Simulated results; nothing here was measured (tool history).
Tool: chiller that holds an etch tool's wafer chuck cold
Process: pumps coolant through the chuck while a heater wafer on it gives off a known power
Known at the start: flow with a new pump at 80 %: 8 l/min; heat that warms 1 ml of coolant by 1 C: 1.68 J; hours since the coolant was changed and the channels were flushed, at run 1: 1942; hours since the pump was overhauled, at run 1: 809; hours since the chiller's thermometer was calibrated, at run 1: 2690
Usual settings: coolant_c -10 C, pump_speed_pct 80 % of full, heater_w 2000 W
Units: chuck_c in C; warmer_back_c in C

run    hour  coolant_c  pump_speed_pct  heater_w  hours since the coolant was changed and the channels were flushed  hours since the pump was overhauled  hours since the chiller's thermometer was calibrated  chuck_c  warmer_back_c
  1     0.0        -10              80      2000                                                               1942                                  809                                                  2690     15.5           9.37
  2   123.5        -10              80      2000                                                               2065                                  932                                                  2814     15.4           9.34
  3   199.9        -10              80      2000                                                               2141                                 1009                                                  2890     15.7           9.40
  4   308.1        -10              76      2000                                                               2250                                 1117                                                  2998     16.7           9.85
  5   429.7        -10              76      2000                                                               2371                                 1239                                                  3120     16.9          10.05
  6   504.4        -10              76      2000                                                               2446                                 1313                                                  3195     17.1           9.99
      513.9  -- chiller's thermometer calibrated
  7   629.7        -18              76      2000                                                               2570                                 1438                                                   116      8.6          10.03
  8   710.7        -10              80      2000                                                               2651                                 1519                                                   197     15.8           9.54
  9   804.3        -10              80      2000                                                               2745                                 1612                                                   290     15.9           9.57
 10   913.0        -10              80      2000                                                               2853                                 1721                                                   399     16.1           9.64
 11  1048.8        -10              80      2000                                                               2989                                 1857                                                   535     16.2           9.58
 12  1128.9        -13              80      2000                                                               3069                                 1937                                                   615     13.4           9.70
 13  1261.9        -13              96      2000                                                               3202                                 2070                                                   748     10.9           8.18
 14  1347.6        -13              67      2000                                                               3288                                 2155                                                   834     16.9          11.55
 15  1405.2        -19              80      2000                                                               3346                                 2213                                                   891      8.0           9.86
 16  1536.2        -12              61      1498                                                               3477                                 2344                                                  1022     12.1           9.59
 17  1610.6         -2              80      1843                                                               3551                                 2419                                                  1097     23.1           9.12
 18  1672.7         -8              80      2000                                                               3613                                 2481                                                  1159     19.3           9.95
 19  1781.5         -8              80      2000                                                               3722                                 2589                                                  1268     19.3          10.02
 20  1843.6        -20              80      1283                                                               3784                                 2652                                                  1330     -2.4           6.44
 21  1959.1        -20              80      1283                                                               3900                                 2767                                                  1445     -2.1           6.52
     2037.9  -- coolant changed, channels flushed
 22  2037.9        -17              80      2000                                                                  0                                 2840                                                  1518      8.7          10.13
 23  2106.1         -2              79      1914                                                                 68                                 2908                                                  1586     23.1           9.85
 24  2214.0        -18              97      2921                                                                176                                 3016                                                  1694     15.5          12.28
 25  2280.8        -18              68      2921                                                                243                                 3083                                                  1761     24.3          17.50
 26  2365.7        -11              61      2000                                                                328                                 3168                                                  1846     20.2          13.45
 27  2463.6        -18              80      2105                                                                426                                 3265                                                  1944      9.8          10.93
 28  2583.4         -8              75      1304                                                                546                                 3385                                                  2063     10.1           7.20

Forecast each of these 3 alternatives for the next run:
  A  2671.6         -8              75      2437                                                                634                                 3474                                                  2152        ?              ?
  B  2671.6         -6              80      2000                                                                634                                 3474                                                  2152        ?              ?
  C  2671.6         -2              80      1081                                                                634                                 3474                                                  2152        ?              ?

run  chuck_c  warmer_back_c
  A     25.8          13.50
  B     20.6          10.38
  C     12.6           5.64
Without the tool's hidden state the same runs would have given:
run  chuck_c  warmer_back_c
  A     21.8          11.57
  B     17.4           8.90
  C     10.6           4.84
